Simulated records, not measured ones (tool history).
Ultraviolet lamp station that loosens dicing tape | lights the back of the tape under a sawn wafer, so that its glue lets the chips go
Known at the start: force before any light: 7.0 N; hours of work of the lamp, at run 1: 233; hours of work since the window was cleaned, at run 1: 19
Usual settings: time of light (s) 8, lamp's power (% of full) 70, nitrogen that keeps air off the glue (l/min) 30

run	day	time of light (s)	lamp's power (% of full)	nitrogen that keeps air off the glue (l/min)	hours of work of the lamp	hours of work since the window was cleaned	force that peels the tape off (N)	light that reached the tape (mJ/cm2)
1	0	8	70	30	233	19	0.904	323
2	0.5	8	70	14	239	25	1.241	322
3	0.804	8	70	30	243	29	0.908	320
4	1.504	8	83	30	251	37	0.659	389
5	2.058	8	83	30	258	44	0.667	380
6	2.729	8	83	30	266	52	0.649	375
7	3.05	8	83	30	270	56	0.646	372
8	3.608	8	70	27	277	63	0.974	316
9	4.046	8	70	27	282	68	0.987	315
10	4.583	8	70	27	288	74	0.994	317
11	5.267	8	70	27	297	83	1.025	317

4 ways to go on from here, each from the tool as it stands after run 11. What would each give?
A	5.862	6	70	16	304	90	?	?
B	5.862	7	80	19	304	90	?	?
C	5.862	5	94	27	304	90	?	?
D	5.862	8	70	48	304	90	?	?

run	force that peels the tape off (N)	light that reached the tape (mJ/cm2)
A	1.858	239
B	1.15	319
C	1.294	266
D	0.791	319
Without the tool's hidden state the same runs would have given:
run	force that peels the tape off (N)	light that reached the tape (mJ/cm2)
A	1.715	253
B	1.037	339
C	1.175	282
D	0.702	338
